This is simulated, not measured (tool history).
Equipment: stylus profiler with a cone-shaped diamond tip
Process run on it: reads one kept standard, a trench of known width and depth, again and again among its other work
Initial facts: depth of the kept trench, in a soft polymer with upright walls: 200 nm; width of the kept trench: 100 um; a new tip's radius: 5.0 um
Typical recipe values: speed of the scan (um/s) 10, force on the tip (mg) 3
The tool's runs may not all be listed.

run	hour	speed of the scan (um/s)	force on the tip (mg)	depth of the trench (angstrom)	width of the trench's floor (um)
1	0	10	3	2041.7	95.83
2	16	2	3	2041.3	95.88
3	31.8	9	3	2040.9	95.84
4	45.3	11	3	2040.8	95.81
5	56.4	11	3	2041.5	95.82
6	68.3	10	1.43	2027.9	95.76
7	85.2	10	1.43	2028.4	95.78
8	96.9	20	3	2041.7	95.74
9	108.3	20	3	2040.8	95.76
10	118.4	5	3	2041.6	95.78
11	134.8	5	3	2041.8	95.82
12	151.5	10	2.21	2035.5	95.72
13	169.7	38	3	2042.9	95.55
14	190.6	10	4.24	2051.3	95.66
15	201.9	10	3.19	2043.7	95.75
16	216.9	10	3	2042.3	95.66
17	235.6	7	3.98	2049.1	95.77
18	244.7	17	1.86	2033.1	95.59
19	260.6	10	2.33	2037	95.67
20	273.1	10	2.33	2037.3	95.68
21	290.9	10	2.33	2037.9	95.65
22	301	4	1.76	2033	95.63
23	313.5	4	1.76	2032.4	95.65
24	334.6	17	7.01	2070.3	95.65
25	344	3	3	2042.8	95.67
26	359.8	10	2.09	2036.8	95.59
27	381.2	10	2.09	2035.5	95.44
28	395.6	6	7.2	2070.9	95.54
29	415.8	4	1.98	2035.1	95.53
30	431.3	12	4.38	2052.9	95.53
31	444.7	12	4.38	2053.9	95.53

Here are 3 independent what-if runs from the current tool condition. What would each one return?
A	465.4	4	4.14	?	?
B	465.4	3	2.1	?	?
C	465.4	31	4.57	?	?

run	depth of the trench (angstrom)	width of the trench's floor (um)
A	2051.8	95.5
B	2034.9	95.6
C	2054.5	95.4
Stripped of hidden state, with their random variation kept, the same runs would have yielded:
run	depth of the trench (angstrom)	width of the trench's floor (um)
A	2043.2	97.18
B	2026.3	97.27
C	2045.8	97.07
